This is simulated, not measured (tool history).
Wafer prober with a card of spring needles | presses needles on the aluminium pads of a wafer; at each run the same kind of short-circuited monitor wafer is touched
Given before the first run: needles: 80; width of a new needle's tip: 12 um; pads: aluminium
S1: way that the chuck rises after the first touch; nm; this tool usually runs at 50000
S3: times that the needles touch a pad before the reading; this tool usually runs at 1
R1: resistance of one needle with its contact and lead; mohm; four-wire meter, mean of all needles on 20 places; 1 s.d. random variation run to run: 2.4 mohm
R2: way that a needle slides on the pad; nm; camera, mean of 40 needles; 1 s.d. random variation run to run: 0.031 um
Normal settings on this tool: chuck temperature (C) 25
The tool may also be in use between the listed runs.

{"run": 1, "hour": 0.0, "S1": 50000, "chuck temperature (C)": 25, "S3": 1, "R1": 276, "R2": 6910}
{"hour": 8.9, "done": "tips cleaned on abrasive film"}
{"hour": 41.4, "done": "tips cleaned on abrasive film"}
{"run": 2, "hour": 43.7, "S1": 50000, "chuck temperature (C)": 25, "S3": 1, "R1": 269, "R2": 6940}
{"hour": 73.9, "done": "tips cleaned on abrasive film"}
{"run": 3, "hour": 89.7, "S1": 58000, "chuck temperature (C)": 25, "S3": 1, "R1": 267, "R2": 8070}
{"hour": 105.1, "done": "tips cleaned on abrasive film"}
{"run": 4, "hour": 131.1, "S1": 58000, "chuck temperature (C)": 25, "S3": 1, "R1": 268, "R2": 8050}
{"hour": 136.3, "done": "tips cleaned on abrasive film"}
{"hour": 168.6, "done": "tips cleaned on abrasive film"}
{"run": 5, "hour": 170.1, "S1": 34000, "chuck temperature (C)": 25, "S3": 1, "R1": 272, "R2": 4730}
{"hour": 199.7, "done": "tips cleaned on abrasive film"}
{"run": 6, "hour": 202.4, "S1": 34000, "chuck temperature (C)": 25, "S3": 1, "R1": 277, "R2": 4690}
{"hour": 230.5, "done": "tips cleaned on abrasive film"}
{"run": 7, "hour": 254.8, "S1": 34000, "chuck temperature (C)": 25, "S3": 1, "R1": 276, "R2": 4750}
{"hour": 263.4, "done": "tips cleaned on abrasive film"}
{"hour": 296.3, "done": "tips cleaned on abrasive film"}
{"run": 8, "hour": 297.3, "S1": 67000, "chuck temperature (C)": 63, "S3": 2, "R1": 279, "R2": 9310}
{"hour": 314.0, "done": "height of the first contact set anew"}
{"hour": 329.7, "done": "tips cleaned on abrasive film"}
{"run": 9, "hour": 348.5, "S1": 58000, "chuck temperature (C)": 25, "S3": 2, "R1": 265, "R2": 8060}

Run 10 comes next. What will it give?
{"hour": 361.8, "done": "tips cleaned on abrasive film"}
{"run": 10, "hour": 388.3, "S1": 58000, "chuck temperature (C)": 81, "S3": 1, "R1": "?", "R2": "?"}

{"run 10": {"R1": 286, "R2": 8110}}
If the tool had no hidden condition, the same run with the same run-to-run variation would have returned R1 285 mohm, R2 8010 nm.

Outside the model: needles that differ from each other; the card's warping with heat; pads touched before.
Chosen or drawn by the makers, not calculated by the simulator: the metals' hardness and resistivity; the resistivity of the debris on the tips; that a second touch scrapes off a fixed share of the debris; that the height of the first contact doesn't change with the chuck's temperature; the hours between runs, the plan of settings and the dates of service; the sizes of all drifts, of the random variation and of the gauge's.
